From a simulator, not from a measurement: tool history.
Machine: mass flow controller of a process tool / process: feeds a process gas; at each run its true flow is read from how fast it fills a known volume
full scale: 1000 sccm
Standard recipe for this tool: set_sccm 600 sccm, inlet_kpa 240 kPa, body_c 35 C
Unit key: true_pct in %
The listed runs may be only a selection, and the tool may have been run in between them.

run    hour  set_sccm  inlet_kpa  body_c  true_pct
  1       0       600        240      35      98.7
  2      70       600        240      35     98.82
  3     116       600        240      35     98.95
  4   200.9       994        240      35     99.47
  5   268.5       994        240      35     99.62
  6   327.3       600        240      35     99.42
  7   391.5       600        240      35     99.62
  8   433.8       600        240      31     99.98
  9   481.4       600        240      35     99.71
 10   534.7       600        240      35     99.83
 11   573.5       600        189      35    100.14
 12     650       600        189      35    100.23
 13   688.4       600        240      29    100.82
 14   767.3       132        203      29    100.67
 15   849.7       600        142      35    100.79
 16   914.1       137        146      39    100.08
 17   973.5       137        146      39    100.29
 18  1045.5       282        225      27    101.66
 19  1103.8       600        180      35    101.41
     1130.9  -- gauge calibrated
 20  1168.6       123        170      35     98.47

3 options for the next run, each taken on its own from the tool as it stands now. Forecast them:
  A  1243.7       123        170      22         ?
  B  1243.7       123        223      35         ?
  C  1243.7       306        246      35         ?

run  true_pct
  A     99.86
  B     98.53
  C      98.8
Without the tool's hidden state the same runs would have given:
run  true_pct
  A     99.59
  B     98.26
  C     98.53
